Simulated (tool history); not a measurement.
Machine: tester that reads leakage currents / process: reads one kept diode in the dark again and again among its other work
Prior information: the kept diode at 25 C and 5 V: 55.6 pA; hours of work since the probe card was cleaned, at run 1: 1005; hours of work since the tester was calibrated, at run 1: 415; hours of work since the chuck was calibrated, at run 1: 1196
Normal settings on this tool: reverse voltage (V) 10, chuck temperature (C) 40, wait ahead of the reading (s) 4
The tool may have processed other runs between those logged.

| run | hour | reverse voltage (V) | chuck temperature (C) | wait ahead of the reading (s) | hours of work since the probe card was cleaned | hours of work since the tester was calibrated | hours of work since the chuck was calibrated | current that the tester gives (pA) |
|---|---|---|---|---|---|---|---|---|
| 1 | 0 | 10 | 40 | 4 | 1005 | 415 | 1196 | 276.38 |
| 2 | 28.4 | 12.2 | 40 | 4 | 1021 | 431 | 1211 | 305.44 |
| 3 | 62 | 12.2 | 40 | 4 | 1039 | 449 | 1230 | 305.81 |
| 4 | 111.9 | 10 | 40 | 2.5 | 1066 | 477 | 1257 | 277.09 |
| 5 | 149 | 10 | 52 | 4 | 1087 | 497 | 1277 | 709.56 |
| 6 | 185.9 | 1.7 | 40 | 4 | 1107 | 517 | 1298 | 120.28 |
| 7 | 225.6 | 2.7 | 40 | 4 | 1129 | 539 | 1319 | 149.66 |
| 8 | 273.9 | 10 | 39 | 4 | 1155 | 565 | 1346 | 255 |
| 9 | 304.4 | 10 | 39 | 4 | 1172 | 582 | 1362 | 255.62 |
| 10 | 352.9 | 10 | 39 | 4 | 1198 | 609 | 1389 | 254.97 |
| 11 | 378.6 | 10 | 29 | 4 | 1212 | 623 | 1403 | 110.03 |
| 12 | 412.9 | 18.3 | 29 | 4 | 1231 | 642 | 1422 | 146.63 |
| 13 | 459.7 | 1.4 | 29 | 0.52 | 1257 | 667 | 1448 | 44.08 |
| 14 | 505.1 | 1.4 | 29 | 0.52 | 1282 | 692 | 1472 | 43.99 |
| 15 | 536.2 | 1.4 | 29 | 0.52 | 1299 | 709 | 1489 | 43.98 |
| 16 | 563.6 | 9.4 | 47 | 2.06 | 1314 | 724 | 1504 | 468.03 |
| 17 | 607.2 | 2.1 | 40 | 4 | 1338 | 748 | 1528 | 133.59 |
| 18 | 645 | 4.3 | 40 | 4 | 1358 | 769 | 1549 | 186.06 |
| 19 | 668.7 | 4.3 | 40 | 4 | 1371 | 782 | 1562 | 185.35 |
| 20 | 721.3 | 9.8 | 40 | 4 | 1400 | 811 | 1591 | 273.8 |
| 21 | 767.5 | 4.7 | 40 | 4 | 1425 | 836 | 1616 | 194.21 |
| 22 | 796.8 | 2.4 | 35 | 4 | 1441 | 852 | 1632 | 93.89 |
| 23 | 822.5 | 2.4 | 35 | 4 | 1455 | 866 | 1646 | 93.4 |
| 24 | 854.6 | 1 | 40 | 4 | 1473 | 883 | 1664 | 93.6 |

What if the next run were any one of these 5? Each begins from the tool's condition after run 24:
| A | 885.7 | 1.8 | 20 | 0.4 | 1490 | 901 | 1681 | ? |
| B | 885.7 | 4.2 | 26 | 1.33 | 1490 | 901 | 1681 | ? |
| C | 885.7 | 12.2 | 27 | 4 | 1490 | 901 | 1681 | ? |
| D | 885.7 | 1 | 24 | 0.53 | 1490 | 901 | 1681 | ? |
| E | 885.7 | 10.7 | 40 | 1.45 | 1490 | 901 | 1681 | ? |

| run | current that the tester gives (pA) |
|---|---|
| A | 22.39 |
| B | 56.7 |
| C | 102.03 |
| D | 24.06 |
| E | 286.96 |
Take away the tool's hidden state, keep each run's random variation, and the runs would have read:
| run | current that the tester gives (pA) |
|---|---|
| A | 22.4 |
| B | 56.72 |
| C | 102.06 |
| D | 24.08 |
| E | 287.11 |

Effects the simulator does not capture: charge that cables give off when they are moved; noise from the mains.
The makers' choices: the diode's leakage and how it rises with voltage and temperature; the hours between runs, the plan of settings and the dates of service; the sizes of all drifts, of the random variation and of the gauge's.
